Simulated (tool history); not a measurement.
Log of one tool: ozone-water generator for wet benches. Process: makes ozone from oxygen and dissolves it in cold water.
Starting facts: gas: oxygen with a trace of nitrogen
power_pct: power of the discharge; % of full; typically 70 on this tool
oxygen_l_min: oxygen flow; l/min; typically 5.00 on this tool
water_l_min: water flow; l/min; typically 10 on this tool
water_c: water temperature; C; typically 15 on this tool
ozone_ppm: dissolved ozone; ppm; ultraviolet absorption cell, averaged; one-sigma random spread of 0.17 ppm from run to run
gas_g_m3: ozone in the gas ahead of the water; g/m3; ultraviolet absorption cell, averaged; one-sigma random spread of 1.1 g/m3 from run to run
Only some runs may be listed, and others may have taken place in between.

run,hour,power_pct,oxygen_l_min,water_l_min,water_c,ozone_ppm,gas_g_m3
1,0.0,70,5.00,10,15,21.6,183.5
2,106.2,70,5.00,10,15,21.3,182.0
3,265.2,70,5.00,10,15,21.4,182.5
4,443.2,70,5.00,10,15,21.6,182.3
5,519.6,70,5.00,10,15,21.4,182.0
6,605.3,70,5.00,10,15,21.2,180.1
7,696.9,70,5.00,10,15,21.2,182.1
8,875.4,86,5.00,10,15,24.5,206.4
9,975.7,86,5.00,10,15,24.1,207.1
10,1114.6,86,5.00,10,15,24.0,208.4
11,1293.6,70,2.72,10,15,22.8,263.6
12,1419.1,70,5.00,10,15,20.5,180.1
13,1553.6,70,5.00,10,15,20.6,178.5
14,1728.1,73,5.00,10,15,21.4,183.2
15,1884.8,73,5.00,10,15,21.0,184.4
16,2055.0,62,2.62,8,18,24.3,246.0
17,2237.9,62,2.62,8,18,24.4,245.4
18,2355.0,70,4.46,11,13,19.8,189.9
19,2444.7,70,4.46,11,13,19.8,190.2
20,2622.2,70,5.00,10,8,22.7,176.4
# hour 2676.2: water thermometer calibrated
21,2801.2,49,6.68,10,19,13.6,116.6
22,2885.0,72,6.18,8,15,23.0,157.6
23,3038.5,72,8.87,9,23,15.5,124.0
24,3119.0,72,8.87,9,23,15.4,122.6
25,3251.4,72,8.87,9,16,18.1,124.6
26,3394.6,72,8.87,9,16,18.3,124.1
27,3541.5,84,8.87,9,16,20.0,138.3
28,3721.5,84,8.87,9,16,20.0,136.2
29,3819.8,84,8.87,10,21,16.4,137.6
30,3997.9,84,8.87,10,21,16.4,135.9

Each row is a separate what-if for the run after 30, all from the same tool condition, not one after another. Results?
A,4103.6,58,5.00,10,15,?,?
B,4103.6,84,8.87,6,13,?,?
C,4103.6,42,8.94,6,15,?,?
D,4103.6,82,8.87,6,21,?,?

run,ozone_ppm,gas_g_m3
A,17.3,152.9
B,27.0,136.3
C,16.4,86.6
D,21.5,133.9
With no hidden state in the tool, these same runs would have given:
run,ozone_ppm,gas_g_m3
A,20.1,171.1
B,32.3,157.6
C,18.4,94.1
D,25.7,154.4
